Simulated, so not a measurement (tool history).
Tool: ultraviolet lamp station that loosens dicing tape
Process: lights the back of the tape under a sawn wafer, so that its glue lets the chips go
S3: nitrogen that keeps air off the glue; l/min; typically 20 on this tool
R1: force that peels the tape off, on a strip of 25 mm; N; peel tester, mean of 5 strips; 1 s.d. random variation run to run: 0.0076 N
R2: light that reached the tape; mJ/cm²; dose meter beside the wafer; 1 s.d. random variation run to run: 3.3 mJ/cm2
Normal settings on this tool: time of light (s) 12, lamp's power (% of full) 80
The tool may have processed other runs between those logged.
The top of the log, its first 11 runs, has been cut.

Run 12, hour 608.4: usual settings but S3 18 l/min. Result: R1 0.685 N, R2 343 mJ/cm².
Run 13, hour 650.1: usual settings but S3 18 l/min. Result: R1 0.761 N, R2 324 mJ/cm².
At hour 700.7: window cleaned of glue's vapour.
Run 14, hour 719.7: usual settings but S3 18 l/min. Result: R1 0.651 N, R2 350 mJ/cm².
Run 15, hour 789.3: usual settings. Result: R1 0.687 N, R2 327 mJ/cm².
Run 16, hour 854.2: usual settings but time of light (s) 11. Result: R1 0.905 N, R2 284 mJ/cm².
At hour 874.8: lamp changed.
Run 17, hour 903: usual settings but lamp's power (% of full) 92, S3 12 l/min. Result: R1 0.358 N, R2 569 mJ/cm².
Run 18, hour 954.7: usual settings but time of light (s) 19, lamp's power (% of full) 92, S3 12 l/min. Result: R1 0.221 N, R2 860 mJ/cm².
Run 19, hour 1001.6: usual settings but time of light (s) 19, lamp's power (% of full) 92, S3 12 l/min. Result: R1 0.213 N, R2 834 mJ/cm².
At hour 1065.9: window cleaned of glue's vapour.
Run 20, hour 1069.2: usual settings but time of light (s) 13, lamp's power (% of full) 78. Result: R1 0.312 N, R2 514 mJ/cm².
Run 21, hour 1124.6: usual settings but time of light (s) 7, lamp's power (% of full) 78, S3 38 l/min. Result: R1 0.722 N, R2 270 mJ/cm².
Run 22, hour 1174.3: usual settings but time of light (s) 13, lamp's power (% of full) 89, S3 11 l/min. Result: R1 0.406 N, R2 544 mJ/cm².
Run 23, hour 1220.5: usual settings but time of light (s) 16, lamp's power (% of full) 95, S3 8 l/min. Result: R1 0.327 N, R2 690 mJ/cm².
Run 24, hour 1290: usual settings but time of light (s) 16, lamp's power (% of full) 95, S3 8 l/min. Result: R1 0.375 N, R2 655 mJ/cm².
Run 25, hour 1331: usual settings. Result: R1 0.491 N, R2 400 mJ/cm².
Run 26, hour 1405.2: usual settings but time of light (s) 9, lamp's power (% of full) 88. Result: R1 0.791 N, R2 311 mJ/cm².
At hour 1432.2: window cleaned of glue's vapour.
Run 27, hour 1477.4: usual settings but time of light (s) 22, lamp's power (% of full) 82. Result: R1 0.209 N, R2 760 mJ/cm².
Run 28, hour 1523.4: usual settings but time of light (s) 15, lamp's power (% of full) 67, S3 38 l/min. Result: R1 0.32 N, R2 405 mJ/cm².
Run 29, hour 1594.4: usual settings but time of light (s) 15, lamp's power (% of full) 67, S3 38 l/min. Result: R1 0.359 N, R2 379 mJ/cm².
Run 30, hour 1631.7: usual settings but S3 7 l/min. Result: R1 1.234 N, R2 351 mJ/cm².

Consider 5 possible next runs. They are alternatives, not a sequence: every one starts from the tool as it was left by run 30. What does each give?
Run A, hour 1662.1: usual settings but time of light (s) 7, lamp's power (% of full) 79, S3 8 l/min. Result: R1 ?, R2 ?.
Run B, hour 1662.1: usual settings but lamp's power (% of full) 70, S3 24 l/min. Result: R1 ?, R2 ?.
Run C, hour 1662.1: usual settings but time of light (s) 18, S3 7 l/min. Result: R1 ?, R2 ?.
Run D, hour 1662.1: usual settings but time of light (s) 17, lamp's power (% of full) 76, S3 12 l/min. Result: R1 ?, R2 ?.
Run E, hour 1662.1: usual settings but time of light (s) 7, lamp's power (% of full) 60, S3 28 l/min. Result: R1 ?, R2 ?.

run     R1   R2
  A  2.602  199
  B  0.708  299
  C  0.647  511
  D  0.507  461
  E  2.128  149
Take away the tool's hidden state, keep each run's random variation, and the runs would have read:
run     R1   R2
  A  1.482  310
  B  0.308  466
  C  0.292  794
  D  0.246  717
  E  1.105  233
